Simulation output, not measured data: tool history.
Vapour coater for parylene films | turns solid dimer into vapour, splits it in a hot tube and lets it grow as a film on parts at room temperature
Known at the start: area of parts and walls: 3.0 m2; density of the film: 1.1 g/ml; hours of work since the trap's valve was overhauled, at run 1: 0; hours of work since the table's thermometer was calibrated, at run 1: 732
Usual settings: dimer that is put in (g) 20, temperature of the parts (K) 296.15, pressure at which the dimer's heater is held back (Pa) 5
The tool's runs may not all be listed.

run	hour	dimer that is put in (g)	temperature of the parts (K)	pressure at which the dimer's heater is held back (Pa)	hours of work since the trap's valve was overhauled	hours of work since the table's thermometer was calibrated	thickness of the film (nm)
1	0	20	296.15	5	0	732	3960
2	30.9	20	296.15	7.17	19	751	3780
3	73.1	20	308.15	5	45	777	2890
4	109.9	20	308.15	5	68	800	2840
5	154.9	20	308.15	5	95	827	2840
6	178.9	18	308.15	5	110	842	2520
7	215.8	21	302.15	5	133	865	3430
8	239.1	20	299.15	4.75	147	879	3640
9	279.8	20	299.15	4.75	172	904	3580
10	318.4	11	296.15	9.64	196	928	1910
11	360.2	10	295.15	9.27	222	954	1760

Forecast each of these 5 alternatives for the next run:
A	398.7	15	294.15	7.7	245	977	?
B	398.7	24	295.15	9.27	245	977	?
C	398.7	21	301.15	5.46	245	977	?
D	398.7	10	295.15	3.41	245	977	?
E	398.7	17	297.15	2.62	245	977	?

run	thickness of the film (nm)
A	2810
B	4300
C	3430
D	2100
E	3480
Without the tool's hidden state the same runs would have given:
run	thickness of the film (nm)
A	3020
B	4610
C	3680
D	2250
E	3740
